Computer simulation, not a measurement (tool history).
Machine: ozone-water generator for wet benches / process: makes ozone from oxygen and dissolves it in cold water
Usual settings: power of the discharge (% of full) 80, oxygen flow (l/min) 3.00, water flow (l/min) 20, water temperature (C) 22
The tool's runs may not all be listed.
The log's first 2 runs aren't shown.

run    hour  power of the discharge (% of full)  oxygen flow (l/min)  water flow (l/min)  water temperature (C)  dissolved ozone (ppm)  ozone in the gas ahead of the water (g/m3)
  3   192.7                                  80                 3.00                  20                     25                    9.7                                       171.6
  4   293.2                                  80                 3.00                  20                     25                   10.0                                       170.5
  5   407.3                                  80                 3.00                  20                     25                    9.9                                       170.0
  6   465.2                                  80                 3.00                  20                     25                   10.0                                       170.4
  7   554.4                                  80                 3.00                  20                     22                   10.3                                       169.3
  8   639.7                                  80                 3.00                  20                     22                   10.3                                       170.3
  9   691.9                                  80                 3.00                  20                     22                   10.4                                       169.5
 10   750.4                                  80                 3.00                  20                     22                   10.3                                       169.3
 11   817.9                                  80                 3.00                  20                     17                   10.6                                       168.9
 12   943.8                                  80                 3.00                  20                     17                   10.8                                       167.5
 13  1003.0                                  80                 3.00                  20                     17                   10.5                                       168.8
     1018.7  -- contactor cleaned
 14  1095.9                                  80                 3.00                  20                     17                   10.7                                       167.2
 15  1199.5                                  80                 3.00                  20                     17                   10.7                                       165.6
     1331.3  -- contactor cleaned, once more
 16  1331.3                                  56                 3.00                  20                     22                    8.2                                       133.8
 17  1430.8                                  73                 1.51                  20                     22                    7.7                                       205.6
 18  1535.6                                  73                 1.51                  20                     22                    7.6                                       202.8
 19  1635.4                                  46                 1.51                  20                     21                    5.8                                       155.1
 20  1687.4                                  62                 3.76                  16                     18                   12.0                                       130.5
 21  1795.9                                  62                 3.76                  16                     18                   12.2                                       131.0
 22  1858.2                                  56                 3.51                  18                     14                   10.5                                       126.7
 23  1947.0                                  69                 3.51                  18                     22                   10.7                                       141.0
 24  2029.5                                  69                 3.51                  18                     22                   10.7                                       143.7

The next listed run, before its measurement:
 25  2128.0                                  69                 3.51                  18                     22                      ?                                           ?

dissolved ozone (ppm): 10.6
ozone in the gas ahead of the water (g/m3): 142.2
With no hidden state in the tool, this same run would have given dissolved ozone (ppm) 11.4, ozone in the gas ahead of the water (g/m3) 151.6.
